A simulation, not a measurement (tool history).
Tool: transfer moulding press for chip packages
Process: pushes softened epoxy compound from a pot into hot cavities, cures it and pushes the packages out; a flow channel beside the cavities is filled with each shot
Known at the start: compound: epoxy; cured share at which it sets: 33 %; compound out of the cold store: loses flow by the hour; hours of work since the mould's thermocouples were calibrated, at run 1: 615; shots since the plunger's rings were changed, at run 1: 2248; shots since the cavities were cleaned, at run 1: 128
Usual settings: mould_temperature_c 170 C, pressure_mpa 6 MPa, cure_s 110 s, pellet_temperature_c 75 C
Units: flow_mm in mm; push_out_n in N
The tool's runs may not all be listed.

run,hour,mould_temperature_c,pressure_mpa,cure_s,pellet_temperature_c,hours of work since the mould's thermocouples were calibrated,shots since the plunger's rings were changed,shots since the cavities were cleaned,incoming compound's hours out of the cold store,flow_mm,push_out_n
1,0,170,6,110,75,615,2248,128,25.3,638,408
# hour 14.6: mould's thermocouples calibrated
2,24.9,170,6,110,75,6,2448,328,38,611,522
# hour 43.4: cavities cleaned with cleaning compound and waxed
3,49.9,170,6,110,75,19,2652,56,30.1,617,375
4,67.9,170,6,110,68,28,2809,213,21.8,639,496
5,82.6,170,6,110,68,37,2937,341,26.3,626,558
# hour 101.2: cavities cleaned with cleaning compound and waxed
6,101.6,170,6,110,75,46,3089,3,24.1,637,375
7,118.4,170,6,110,75,55,3236,150,38.6,596,441
# hour 143.4: plunger's sealing rings changed
8,152.2,174,7.05,99,75,73,77,422,9.9,760,575
# hour 160.2: cavities cleaned with cleaning compound and waxed
9,183.6,170,6,117,83,89,338,205,30.1,649,412
# hour 216.6: cavities cleaned with cleaning compound and waxed
10,220.3,170,6,117,83,108,644,32,8.5,699,343
11,252.4,170,6,117,83,126,924,312,24,638,467

Measured less the same run without the tool's hidden state. The same run-to-run variation is in both; the gauge's scatter may not be:
The hidden state here: true mould temperature over the reading, C; pressure that reaches the compound, % of what is set; grip of the stained cavities, % over clean ones'; drift of the gauge itself on flow_mm, %; drift of the gauge itself on push_out_n, %.
run,flow_mm,push_out_n
1,-25,+53
2,-24,+177
3,-27,+40
4,-30,+128
5,-30,+188
6,-33,+3
7,-32,+94
8,-2,+216
9,-4,+107
10,-8,+18
11,-11,+148
